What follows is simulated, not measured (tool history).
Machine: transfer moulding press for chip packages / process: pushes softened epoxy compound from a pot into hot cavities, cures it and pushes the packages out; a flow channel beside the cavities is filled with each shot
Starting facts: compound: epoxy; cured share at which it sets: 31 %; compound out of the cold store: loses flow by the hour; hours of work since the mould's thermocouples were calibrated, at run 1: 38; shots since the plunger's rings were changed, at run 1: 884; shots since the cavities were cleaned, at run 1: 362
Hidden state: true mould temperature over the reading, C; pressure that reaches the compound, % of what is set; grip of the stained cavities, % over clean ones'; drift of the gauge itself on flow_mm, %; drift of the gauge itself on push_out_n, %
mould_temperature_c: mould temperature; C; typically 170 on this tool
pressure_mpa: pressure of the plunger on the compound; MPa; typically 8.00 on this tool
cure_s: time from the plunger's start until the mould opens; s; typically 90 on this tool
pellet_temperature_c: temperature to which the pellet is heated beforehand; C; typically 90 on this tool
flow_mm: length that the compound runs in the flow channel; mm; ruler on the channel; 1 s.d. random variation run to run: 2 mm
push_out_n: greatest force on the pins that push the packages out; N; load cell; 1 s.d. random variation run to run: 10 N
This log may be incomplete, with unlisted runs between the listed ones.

run	hour	mould_temperature_c	pressure_mpa	cure_s	pellet_temperature_c	hours of work since the mould's thermocouples were calibrated	shots since the plunger's rings were changed	shots since the cavities were cleaned	incoming compound's hours out of the cold store	flow_mm	push_out_n
1	0.0	170	8.00	90	90	38	884	362	15.8	546	734
2	13.6	170	8.00	90	90	46	1033	511	24.4	510	767
# hour 18.5: cavities cleaned with cleaning compound and waxed
3	39.0	170	8.00	90	90	59	1293	224	24.5	509	652
4	51.6	170	6.72	90	90	66	1429	360	31.0	446	722
# hour 69.1: cavities cleaned with cleaning compound and waxed
5	72.9	170	6.72	90	90	77	1646	42	37.1	428	487
6	87.4	170	6.72	90	90	85	1803	199	48.0	390	618
7	104.6	170	6.72	90	90	94	1990	386	38.8	417	709
8	116.7	170	6.72	90	90	101	2122	518	43.4	407	748
# hour 120.4: cavities cleaned with cleaning compound and waxed
9	135.4	170	8.00	90	90	110	2309	164	24.8	505	619
10	159.2	170	7.29	90	90	123	2568	423	35.8	441	718
# hour 172.0: cavities cleaned with cleaning compound and waxed
11	180.7	170	7.29	90	90	134	2785	94	43.8	416	520
12	207.1	170	6.97	105	90	149	3073	382	27.3	457	588
# hour 223.5: cavities cleaned with cleaning compound and waxed
13	234.0	170	8.00	90	81	163	3350	115	43.2	437	574
14	247.8	170	7.64	111	81	170	3500	265	12.8	528	521
15	272.0	163	7.64	111	85	184	3763	528	32.7	471	769
# hour 274.6: cavities cleaned with cleaning compound and waxed
16	295.4	176	7.64	111	85	196	4002	226	15.9	501	455
17	308.1	170	8.00	96	90	203	4141	365	8.6	555	668
18	322.3	175	8.00	90	90	210	4295	519	15.7	514	618
# hour 325.9: cavities cleaned with cleaning compound and waxed
19	343.5	172	8.00	90	98	221	4509	191	19.1	501	537
20	364.6	170	6.69	74	90	233	4739	421	44.3	390	1075
# hour 377.6: cavities cleaned with cleaning compound and waxed
21	388.5	170	6.69	74	90	245	4983	120	27.4	435	907
22	413.4	170	6.69	74	90	259	5253	390	47.3	375	1047

Across each entry between runs, compare the hidden state at the last listed run before it with the hidden state at the first listed run after it:
Logged between run 2 and run 3: cavities cleaned with cleaning compound and waxed (hour 18.5)
  true mould temperature over the reading, C: 0.09 -> 0.12; pressure that reaches the compound, % of what is set: 96.77 -> 96.17; grip of the stained cavities, % over clean ones': 74 -> 49.8
  what was measured, less what the result would be without the hidden state, flow_mm: -9 -> -10 mm; push_out_n: +323 -> +213 N
Logged between run 4 and run 5: cavities cleaned with cleaning compound and waxed (hour 69.1)
  true mould temperature over the reading, C: 0.13 -> 0.15; pressure that reaches the compound, % of what is set: 95.88 -> 95.36; grip of the stained cavities, % over clean ones': 66.9 -> 16.2
  what was measured, less what the result would be without the hidden state, flow_mm: -10 -> -10 mm; push_out_n: +284 -> +64 N
Logged between run 8 and run 9: cavities cleaned with cleaning compound and waxed (hour 120.4)
  true mould temperature over the reading, C: 0.19 -> 0.21; pressure that reaches the compound, % of what is set: 94.27 -> 93.87; grip of the stained cavities, % over clean ones': 79.2 -> 41.3
  what was measured, less what the result would be without the hidden state, flow_mm: -13 -> -17 mm; push_out_n: +324 -> +175 N
Logged between run 10 and run 11: cavities cleaned with cleaning compound and waxed (hour 172.0)
  true mould temperature over the reading, C: 0.23 -> 0.25; pressure that reaches the compound, % of what is set: 93.34 -> 92.85; grip of the stained cavities, % over clean ones': 72.2 -> 25
  what was measured, less what the result would be without the hidden state, flow_mm: -16 -> -16 mm; push_out_n: +295 -> +97 N
Logged between run 12 and run 13: cavities cleaned with cleaning compound and waxed (hour 223.5)
  true mould temperature over the reading, C: 0.28 -> 0.3; pressure that reaches the compound, % of what is set: 92.2 -> 91.62; grip of the stained cavities, % over clean ones': 67.2 -> 31.3
  what was measured, less what the result would be without the hidden state, flow_mm: -19 -> -20 mm; push_out_n: +232 -> +127 N
Logged between run 15 and run 16: cavities cleaned with cleaning compound and waxed (hour 274.6)
  true mould temperature over the reading, C: 0.34 -> 0.36; pressure that reaches the compound, % of what is set: 90.71 -> 90.22; grip of the stained cavities, % over clean ones': 78.5 -> 50.4
  what was measured, less what the result would be without the hidden state, flow_mm: -24 -> -27 mm; push_out_n: +327 -> +149 N
Logged between run 18 and run 19: cavities cleaned with cleaning compound and waxed (hour 325.9)
  true mould temperature over the reading, C: 0.39 -> 0.41; pressure that reaches the compound, % of what is set: 89.54 -> 89.05; grip of the stained cavities, % over clean ones': 78.5 -> 45.8
  what was measured, less what the result would be without the hidden state, flow_mm: -30 -> -31 mm; push_out_n: +265 -> +160 N
Logged between run 20 and run 21: cavities cleaned with cleaning compound and waxed (hour 377.6)
  true mould temperature over the reading, C: 0.43 -> 0.45; pressure that reaches the compound, % of what is set: 88.51 -> 87.96; grip of the stained cavities, % over clean ones': 72.1 -> 33.1
  what was measured, less what the result would be without the hidden state, flow_mm: -25 -> -30 mm; push_out_n: +432 -> +204 N
